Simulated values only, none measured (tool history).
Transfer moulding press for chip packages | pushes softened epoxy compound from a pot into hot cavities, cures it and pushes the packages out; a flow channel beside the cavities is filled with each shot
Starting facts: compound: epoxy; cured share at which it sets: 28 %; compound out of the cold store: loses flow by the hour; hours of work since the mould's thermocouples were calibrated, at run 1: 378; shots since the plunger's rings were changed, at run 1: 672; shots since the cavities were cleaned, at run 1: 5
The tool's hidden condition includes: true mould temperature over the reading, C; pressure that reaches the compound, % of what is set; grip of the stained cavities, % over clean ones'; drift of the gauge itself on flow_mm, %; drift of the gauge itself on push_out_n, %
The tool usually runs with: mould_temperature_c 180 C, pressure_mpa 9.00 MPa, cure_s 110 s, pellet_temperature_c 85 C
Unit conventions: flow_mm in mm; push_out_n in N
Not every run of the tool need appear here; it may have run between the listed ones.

run	hour	mould_temperature_c	pressure_mpa	cure_s	pellet_temperature_c	hours of work since the mould's thermocouples were calibrated	shots since the plunger's rings were changed	shots since the cavities were cleaned	incoming compound's hours out of the cold store	flow_mm	push_out_n
1	0.0	180	9.00	110	85	378	672	5	30.4	668	379
2	44.0	180	9.00	110	85	402	1050	383	9.8	751	386
# hour 107.6: cavities cleaned with cleaning compound and waxed
3	107.6	180	9.00	110	85	435	1582	0	36.8	644	392
4	149.0	180	9.00	110	85	457	1937	355	10.2	751	401
5	196.4	180	9.00	110	85	483	2344	762	37.2	638	397
# hour 213.8: cavities cleaned with cleaning compound and waxed
6	249.3	180	9.00	110	85	511	2785	305	29.5	684	384
# hour 311.7: plunger's sealing rings changed
# hour 321.5: cavities cleaned with cleaning compound and waxed
7	329.6	180	9.00	110	85	552	141	70	26.6	684	386
8	415.8	180	9.00	110	85	598	881	810	8.0	761	405
# hour 430.2: cavities cleaned with cleaning compound and waxed
9	472.1	180	9.00	136	85	628	1350	359	33.9	660	340
10	520.4	180	9.00	116	85	654	1765	774	23.1	699	374
# hour 535.7: cavities cleaned with cleaning compound and waxed
11	561.5	180	9.00	116	85	675	2105	222	17.4	730	370
12	619.1	180	9.30	110	85	706	2598	715	20.8	722	393
# hour 629.0: mould's thermocouples calibrated
# hour 644.5: cavities cleaned with cleaning compound and waxed
13	697.8	180	9.30	110	85	36	3244	457	42.9	631	378
# hour 704.8: plunger's sealing rings changed
# hour 755.1: cavities cleaned with cleaning compound and waxed
14	761.1	180	9.59	110	85	68	470	51	30.8	676	381
15	857.3	180	9.59	110	85	120	1296	877	22.7	719	389
# hour 865.5: cavities cleaned with cleaning compound and waxed
16	937.5	181	10.87	93	85	162	1972	618	19.7	768	493
# hour 976.3: cavities cleaned with cleaning compound and waxed
17	989.0	181	10.87	93	85	189	2400	109	24.7	760	498
18	1058.7	188	9.45	114	93	227	2998	707	31.8	651	320
# hour 1085.4: cavities cleaned with cleaning compound and waxed
# hour 1095.4: plunger's sealing rings changed
19	1145.4	188	9.45	114	93	272	429	494	45.4	615	330
# hour 1198.8: cavities cleaned with cleaning compound and waxed
20	1219.7	188	9.45	114	93	311	1053	179	18.3	713	316
21	1282.8	173	9.74	110	85	345	1595	721	38.4	676	555
# hour 1306.0: cavities cleaned with cleaning compound and waxed
22	1361.7	173	9.74	110	83	387	2259	478	40.9	667	575
# hour 1411.5: cavities cleaned with cleaning compound and waxed
23	1416.6	173	9.74	110	83	415	2717	44	17.0	778	630
# hour 1486.4: plunger's sealing rings changed
24	1507.9	173	8.39	110	83	463	184	806	40.7	625	584
# hour 1523.6: cavities cleaned with cleaning compound and waxed
25	1599.5	180	10.91	110	81	512	956	651	25.2	763	388
# hour 1634.8: cavities cleaned with cleaning compound and waxed
26	1696.1	188	9.55	110	81	563	1773	526	34.1	651	314
# hour 1741.9: cavities cleaned with cleaning compound and waxed
27	1780.1	188	9.55	110	81	607	2481	329	18.1	726	326
# hour 1852.7: cavities cleaned with cleaning compound and waxed
28	1866.0	188	9.55	147	81	653	3205	114	20.0	715	315

Hidden state at the last listed run before each entry between runs and at the first one after, where it differs:
Logged between run 2 and run 3: cavities cleaned with cleaning compound and waxed (hour 107.6)
  pressure that reaches the compound, % of what is set: 99.94 -> 99.91; grip of the stained cavities, % over clean ones': 0.8 -> 0
Logged between run 5 and run 6: cavities cleaned with cleaning compound and waxed (hour 213.8)
  pressure that reaches the compound, % of what is set: 99.86 -> 99.83; grip of the stained cavities, % over clean ones': 1.3 -> 0.6
Logged between run 6 and run 7: plunger's sealing rings changed (hour 311.7); cavities cleaned with cleaning compound and waxed (hour 321.5)
  pressure that reaches the compound, % of what is set: 99.83 -> 99.98; grip of the stained cavities, % over clean ones': 0.6 -> 0.2
Logged between run 8 and run 9: cavities cleaned with cleaning compound and waxed (hour 430.2)
  pressure that reaches the compound, % of what is set: 99.94 -> 99.91; grip of the stained cavities, % over clean ones': 1.4 -> 0.7
Logged between run 10 and run 11: cavities cleaned with cleaning compound and waxed (hour 535.7)
  pressure that reaches the compound, % of what is set: 99.89 -> 99.87; grip of the stained cavities, % over clean ones': 1.3 -> 0.5
Logged between run 12 and run 13: mould's thermocouples calibrated (hour 629.0); cavities cleaned with cleaning compound and waxed (hour 644.5)
  true mould temperature over the reading, C: -0.03 -> 0; pressure that reaches the compound, % of what is set: 99.84 -> 99.81; grip of the stained cavities, % over clean ones': 1.3 -> 0.9
Logged between run 13 and run 14: plunger's sealing rings changed (hour 704.8); cavities cleaned with cleaning compound and waxed (hour 755.1)
  pressure that reaches the compound, % of what is set: 99.81 -> 99.97; grip of the stained cavities, % over clean ones': 0.9 -> 0.1
Logged between run 15 and run 16: cavities cleaned with cleaning compound and waxed (hour 865.5)
  pressure that reaches the compound, % of what is set: 99.92 -> 99.88; grip of the stained cavities, % over clean ones': 1.4 -> 1.2
Logged between run 16 and run 17: cavities cleaned with cleaning compound and waxed (hour 976.3)
  pressure that reaches the compound, % of what is set: 99.88 -> 99.85; grip of the stained cavities, % over clean ones': 1.2 -> 0.2
Logged between run 18 and run 19: cavities cleaned with cleaning compound and waxed (hour 1085.4); plunger's sealing rings changed (hour 1095.4)
  true mould temperature over the reading, C: 0 -> -0.01; pressure that reaches the compound, % of what is set: 99.82 -> 99.96; grip of the stained cavities, % over clean ones': 1.2 -> 1
Logged between run 19 and run 20: cavities cleaned with cleaning compound and waxed (hour 1198.8)
  pressure that reaches the compound, % of what is set: 99.96 -> 99.92; grip of the stained cavities, % over clean ones': 1 -> 0.5
Logged between run 21 and run 22: cavities cleaned with cleaning compound and waxed (hour 1306.0)
  pressure that reaches the compound, % of what is set: 99.89 -> 99.85; grip of the stained cavities, % over clean ones': 1.3 -> 1
Logged between run 22 and run 23: cavities cleaned with cleaning compound and waxed (hour 1411.5)
  pressure that reaches the compound, % of what is set: 99.85 -> 99.82; grip of the stained cavities, % over clean ones': 1 -> 0.2
Logged between run 23 and run 24: plunger's sealing rings changed (hour 1486.4)
  pressure that reaches the compound, % of what is set: 99.82 -> 99.98; grip of the stained cavities, % over clean ones': 0.2 -> 1.4
Logged between run 24 and run 25: cavities cleaned with cleaning compound and waxed (hour 1523.6)
  pressure that reaches the compound, % of what is set: 99.98 -> 99.94; grip of the stained cavities, % over clean ones': 1.4 -> 1.2
Logged between run 25 and run 26: cavities cleaned with cleaning compound and waxed (hour 1634.8)
  pressure that reaches the compound, % of what is set: 99.94 -> 99.89; grip of the stained cavities, % over clean ones': 1.2 -> 1
Logged between run 26 and run 27: cavities cleaned with cleaning compound and waxed (hour 1741.9)
  true mould temperature over the reading, C: -0.01 -> -0.02; pressure that reaches the compound, % of what is set: 99.89 -> 99.85; grip of the stained cavities, % over clean ones': 1 -> 0.7
Logged between run 27 and run 28: cavities cleaned with cleaning compound and waxed (hour 1852.7)
  pressure that reaches the compound, % of what is set: 99.85 -> 99.81; grip of the stained cavities, % over clean ones': 0.7 -> 0.3

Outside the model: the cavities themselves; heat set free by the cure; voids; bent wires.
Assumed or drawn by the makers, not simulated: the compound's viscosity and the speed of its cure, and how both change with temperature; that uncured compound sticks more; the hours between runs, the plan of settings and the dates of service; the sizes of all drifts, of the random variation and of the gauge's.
